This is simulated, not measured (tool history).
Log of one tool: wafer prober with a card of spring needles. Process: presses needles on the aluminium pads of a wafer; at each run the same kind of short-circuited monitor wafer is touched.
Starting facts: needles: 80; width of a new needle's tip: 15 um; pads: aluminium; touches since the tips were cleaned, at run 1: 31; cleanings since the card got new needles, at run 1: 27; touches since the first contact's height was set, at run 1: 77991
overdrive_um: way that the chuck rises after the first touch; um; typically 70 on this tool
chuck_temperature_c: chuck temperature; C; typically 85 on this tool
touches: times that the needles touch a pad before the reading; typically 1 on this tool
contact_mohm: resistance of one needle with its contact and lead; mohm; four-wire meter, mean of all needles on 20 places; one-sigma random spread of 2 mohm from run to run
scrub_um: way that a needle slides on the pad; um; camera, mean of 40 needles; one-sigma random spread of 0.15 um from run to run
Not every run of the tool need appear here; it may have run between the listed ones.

run   hour  overdrive_um  chuck_temperature_c  touches  touches since the tips were cleaned  cleanings since the card got new needles  touches since the first contact's height was set  contact_mohm  scrub_um
  1      0            70                   85        1                                   31                                        27                                             77991           220     13.23
       9.9  -- tips cleaned on abrasive film
  2   11.5            70                   85        1                                  435                                        28                                             80956           231     12.83
  3   18.7            70                   30        1                                 2282                                        28                                             82803           241     13.27
      19.6  -- tips cleaned on abrasive film
      29.6  -- tips cleaned on abrasive film
  4   33.4            70                   85        1                                  997                                        30                                             86584           230     12.78
      39.7  -- tips cleaned on abrasive film
  5   48.8            70                   85        1                                 2365                                        31                                             90540           244      12.8
      49.8  -- tips cleaned on abrasive film
  6   57.1            70                   85        1                                 1883                                        32                                             92669           243     12.94
        60  -- tips cleaned on abrasive film
  7   66.2            73                   85        1                                 1611                                        33                                             95014           245     13.39
      69.7  -- tips cleaned on abrasive film
      79.6  -- tips cleaned on abrasive film
  8   79.7            58                   85        1                                   11                                        35                                             98443           227     10.48
      89.8  -- tips cleaned on abrasive film
  9   91.4            58                   85        1                                  401                                        36                                            101449           233     10.83
 10   98.5            58                   85        1                                 2241                                        36                                            103289           264     10.61
       100  -- tips cleaned on abrasive film
 11  108.7            70                   85        1                                 2264                                        37                                            105916           247     12.84
     109.8  -- tips cleaned on abrasive film
     119.1  -- tips cleaned on abrasive film
 12  119.5            70                   99        1                                   94                                        39                                            108670           224     12.87
     129.5  -- tips cleaned on abrasive film
 13    134            70                   85        1                                 1174                                        40                                            112410           237     12.69
     139.7  -- tips cleaned on abrasive film
 14  145.8            61                   82        1                                 1577                                        41                                            115433           253     11.02
     149.3  -- tips cleaned on abrasive film
     159.2  -- tips cleaned on abrasive film
 15  160.9            61                   82        1                                  428                                        43                                            119297           235     11.01
     168.7  -- tips cleaned on abrasive film
 16  168.7            61                   82        1                                    0                                        44                                            121302           222     11.01
     178.2  -- tips cleaned on abrasive film
 17  178.5            69                   41        2                                   95                                        45                                            123823           212     12.38
     188.6  -- tips cleaned on abrasive film
 18  190.8            69                   41        2                                  567                                        46                                            126981           220     12.34
     198.1  -- tips cleaned on abrasive film
 19  205.2            57                   89        1                                 1836                                        47                                            130693           259      9.73
       208  -- tips cleaned on abrasive film
     217.4  -- tips cleaned on abrasive film
 20  219.8            57                   89        1                                  628                                        49                                            134417           234     10.09
     227.4  -- tips cleaned on abrasive film
 21  231.6            53                   86        1                                 1090                                        50                                            137448           255      9.27
       237  -- tips cleaned on abrasive film
 22  238.9            57                   25        2                                  491                                        51                                            139313           216      10.3
     246.8  -- tips cleaned on abrasive film
 23  249.2            57                   25        2                                  627                                        52                                            141964           221     10.02
     256.3  -- tips cleaned on abrasive film
 24  264.7            68                   25        1                                 2162                                        53                                            145952           242     11.94
     265.7  -- tips cleaned on abrasive film
 25  273.9            68                   25        1                                 2141                                        54                                            148326           247     12.03

Branching from run 25: 4 alternative next runs. What would each branch give?
     275.3  -- tips cleaned on abrasive film
  A  282.4            63                   85        1                                 1857                                        55                                            150504             ?         ?
     275.3  -- tips cleaned on abrasive film
  B  282.4            74                   27        2                                 1857                                        55                                            150504             ?         ?
     275.3  -- tips cleaned on abrasive film
  C  282.4            77                   38        2                                 1857                                        55                                            150504             ?         ?
     275.3  -- tips cleaned on abrasive film
  D  282.4            82                   37        2                                 1857                                        55                                            150504             ?         ?

run  contact_mohm  scrub_um
  A           255      10.8
  B           225     13.07
  C           224     13.58
  D           223     14.51
Without the tool's hidden state the same runs would have given:
run  contact_mohm  scrub_um
  A           218     12.02
  B           206     14.27
  C           206     14.77
  D           207     15.72
